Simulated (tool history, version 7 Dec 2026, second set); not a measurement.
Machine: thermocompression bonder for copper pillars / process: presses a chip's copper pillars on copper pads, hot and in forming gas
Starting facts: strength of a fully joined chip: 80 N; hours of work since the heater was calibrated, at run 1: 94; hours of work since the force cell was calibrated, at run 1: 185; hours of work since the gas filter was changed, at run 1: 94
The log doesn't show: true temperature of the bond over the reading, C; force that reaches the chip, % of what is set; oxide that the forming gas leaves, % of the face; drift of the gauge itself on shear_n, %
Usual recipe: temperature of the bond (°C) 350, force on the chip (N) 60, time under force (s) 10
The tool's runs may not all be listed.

run,hour,temperature of the bond (°C),force on the chip (N),time under force (s),hours of work since the heater was calibrated,hours of work since the force cell was calibrated,hours of work since the gas filter was changed,force that shears a chip off (N)
1,0.0,350,60,10,94,185,94,35.0
2,6.1,350,60,10,97,188,97,35.0
3,16.0,350,60,10,102,193,102,35.2
4,22.0,350,60,10,105,196,105,35.4
5,31.8,350,60,10,110,201,110,36.7
6,41.7,350,60,10,115,206,115,35.3
7,49.0,350,60,10,119,209,119,35.8
8,55.9,350,60,6,122,213,122,28.6
9,61.3,350,60,6,125,216,125,29.7
10,70.8,350,60,10,130,220,130,34.6
11,78.0,350,60,10,133,224,133,35.8
12,89.1,350,60,10,139,230,139,35.1
13,101.0,354,60,6,145,236,145,30.8
14,108.8,340,79,6,149,240,149,33.7
15,115.7,340,79,6,152,243,152,33.7
16,123.4,340,47,6,156,247,156,19.8
17,135.3,340,47,6,162,253,162,20.6
18,147.4,340,47,6,169,259,169,19.9
19,155.0,323,37,8,172,263,172,13.5
20,167.7,379,46,20,179,269,179,46.3
21,175.4,379,46,20,183,273,183,45.8
22,184.7,344,46,28,187,278,187,37.6
23,197.3,360,46,6,194,284,194,25.0

Run 24 comes next. What will it give?
24,205.8,360,46,6,198,289,198,?

Run 24 gave force that shears a chip off (N) 25.1.
Were there no unlogged condition in the tool, this run, its random variation unchanged, would have produced force that shears a chip off (N) 25.3.

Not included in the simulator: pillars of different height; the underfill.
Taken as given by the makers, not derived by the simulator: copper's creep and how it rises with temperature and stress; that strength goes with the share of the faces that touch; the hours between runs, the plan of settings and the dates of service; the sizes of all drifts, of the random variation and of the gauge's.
